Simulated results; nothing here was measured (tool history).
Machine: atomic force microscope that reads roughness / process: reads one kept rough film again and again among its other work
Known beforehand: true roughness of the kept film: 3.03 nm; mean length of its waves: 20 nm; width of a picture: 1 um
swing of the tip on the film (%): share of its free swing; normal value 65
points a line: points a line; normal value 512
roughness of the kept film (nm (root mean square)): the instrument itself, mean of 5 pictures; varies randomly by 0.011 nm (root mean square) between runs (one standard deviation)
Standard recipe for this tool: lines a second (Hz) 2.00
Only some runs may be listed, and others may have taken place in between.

run	hour	lines a second (Hz)	swing of the tip on the film (%)	points a line	roughness of the kept film (nm (root mean square))
1	0.0	2.00	65	512	1.798
2	54.9	2.00	65	348	1.723
# hour 88.9: new tip fitted
3	101.9	2.00	65	512	2.391
4	143.3	0.59	65	512	2.418
# hour 147.5: height scale calibrated on a step standard
5	188.4	3.64	65	512	2.106
6	227.6	3.64	65	512	2.066
7	274.7	0.70	65	512	2.210
8	329.4	0.61	62	512	2.144
9	372.5	2.57	59	512	1.983
10	435.1	1.44	62	395	1.933

Below, some changes in roughness of the kept film (nm (root mean square)) between adjacent runs. For each, the amount present without the hidden state too (settings, incoming material, random variation) and the amount remaining for the hidden state with gauge scatter not shared by both compared results:
Unlogged tool condition in this case: radius of the tip, nm; height scale over the true one, %; drift of the gauge itself on roughness_nm, %.
Run 2 -> 3: points a line 348 -> 512, new tip fitted. roughness of the kept film (nm (root mean square)) +0.668: hidden state +0.652, all else +0.016.
